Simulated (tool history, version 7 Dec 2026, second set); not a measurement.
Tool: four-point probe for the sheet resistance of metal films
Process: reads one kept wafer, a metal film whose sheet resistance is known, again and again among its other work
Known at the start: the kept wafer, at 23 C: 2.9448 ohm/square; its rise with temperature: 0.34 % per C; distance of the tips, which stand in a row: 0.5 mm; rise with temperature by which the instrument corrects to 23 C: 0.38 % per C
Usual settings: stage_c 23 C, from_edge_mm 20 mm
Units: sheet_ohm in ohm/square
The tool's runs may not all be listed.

Run 1, hour 0.0: usual settings. Result: sheet_ohm 2.932895 ohm/square.
Run 2, hour 46.3: usual settings. Result: sheet_ohm 2.933764 ohm/square.
Run 3, hour 83.8: usual settings. Result: sheet_ohm 2.933029 ohm/square.
Run 4, hour 116.6: usual settings but from_edge_mm 6 mm. Result: sheet_ohm 2.942947 ohm/square.
Run 5, hour 164.9: usual settings but from_edge_mm 6 mm. Result: sheet_ohm 2.943141 ohm/square.
At hour 169.9: stage's thermometer calibrated.
Run 6, hour 199.4: usual settings but from_edge_mm 8 mm. Result: sheet_ohm 2.940469 ohm/square.
Run 7, hour 250.0: usual settings but stage_c 28 C, from_edge_mm 5 mm. Result: sheet_ohm 2.942997 ohm/square.
Run 8, hour 296.5: usual settings but stage_c 28 C, from_edge_mm 3 mm. Result: sheet_ohm 2.971228 ohm/square.

Forecast run 9:
Run 9, hour 332.7: usual settings but stage_c 28 C, from_edge_mm 3 mm. Result: sheet_ohm ?.

sheet_ohm: 2.969587 ohm/square
Without the tool's hidden state the same run would have given sheet_ohm 2.980550 ohm/square.

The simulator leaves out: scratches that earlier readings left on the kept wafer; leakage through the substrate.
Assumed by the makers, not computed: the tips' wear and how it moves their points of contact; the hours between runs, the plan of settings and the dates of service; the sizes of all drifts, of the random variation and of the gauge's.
